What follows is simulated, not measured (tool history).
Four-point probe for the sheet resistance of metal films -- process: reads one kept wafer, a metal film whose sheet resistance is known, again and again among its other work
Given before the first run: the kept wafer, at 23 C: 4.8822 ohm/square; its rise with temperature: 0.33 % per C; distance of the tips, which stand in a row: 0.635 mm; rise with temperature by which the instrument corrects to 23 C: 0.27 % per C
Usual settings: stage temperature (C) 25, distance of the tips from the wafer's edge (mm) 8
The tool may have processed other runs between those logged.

| run | hour | stage temperature (C) | distance of the tips from the wafer's edge (mm) | sheet resistance as the instrument gives it (ohm/square) |
|---|---|---|---|---|
| 1 | 0 | 25 | 8 | 4.903631 |
| 2 | 13.6 | 25 | 8 | 4.904974 |
| 3 | 28.9 | 25 | 8 | 4.906156 |
| 4 | 44 | 25 | 22 | 4.890288 |
| 5 | 56.6 | 25 | 20 | 4.890999 |
| 6 | 77.2 | 25 | 20 | 4.891845 |
| 7 | 89.6 | 25 | 8 | 4.906075 |
| 8 | 111.2 | 25 | 8 | 4.904909 |
| 9 | 123.3 | 25 | 8 | 4.902608 |
| 10 | 137.8 | 25 | 8 | 4.904106 |
| 11 | 153.9 | 25 | 8 | 4.905977 |
| 12 | 166.1 | 25 | 8 | 4.905764 |
| 13 | 178.6 | 25 | 8 | 4.905244 |
| 14 | 197.4 | 25 | 8 | 4.906527 |
| 15 | 206.4 | 25 | 8 | 4.905382 |
| 16 | 220.7 | 25 | 8 | 4.905059 |
| 17 | 241.3 | 19 | 8 | 4.886373 |
| 18 | 258.4 | 19 | 8 | 4.886139 |
| 19 | 271.5 | 19 | 8 | 4.884131 |
| 20 | 281.2 | 25 | 8 | 4.905998 |
| 21 | 298.2 | 27 | 8 | 4.91211 |
| 22 | 313 | 33 | 8 | 4.929623 |
| 23 | 332.6 | 25 | 8 | 4.904787 |
| 24 | 351 | 28 | 3 | 5.013136 |
| 25 | 364.3 | 32 | 4 | 4.974447 |
| 26 | 382 | 32 | 4 | 4.976322 |
| 27 | 400.7 | 27 | 61 | 4.894827 |
| 28 | 419.1 | 23 | 72 | 4.881494 |
| 29 | 427.9 | 24 | 31 | 4.885035 |
| 30 | 443.6 | 33 | 4 | 4.978519 |
| 31 | 463.2 | 20 | 31 | 4.873911 |
| 32 | 474.4 | 20 | 31 | 4.873681 |
| 33 | 489 | 24 | 21 | 4.88761 |
| 34 | 510.7 | 24 | 21 | 4.887599 |
| 35 | 521.4 | 18 | 42 | 4.867599 |
| 36 | 542.9 | 18 | 42 | 4.867358 |
| 37 | 560.3 | 18 | 42 | 4.867229 |
| 38 | 581.5 | 26 | 11 | 4.900545 |
| 39 | 600 | 19 | 47 | 4.867607 |
| 40 | 617.1 | 32 | 8 | 4.928799 |
| 41 | 637.1 | 31 | 8 | 4.92404 |
| 42 | 650.7 | 31 | 8 | 4.923309 |
| 43 | 665.2 | 32 | 32 | 4.911375 |
| 44 | 683.3 | 32 | 32 | 4.910845 |
| 45 | 695.1 | 21 | 9 | 4.889436 |

The log once held 1 entry between its listed runs, left out of this copy. Where does each go, and what is different about the tool's unlogged condition between the listed run before it and the listed run after it?
After run 26, before run 27: stage's thermometer calibrated (hour 398.1)
  wafer's true temperature over the reading, C: -0.01 -> 0
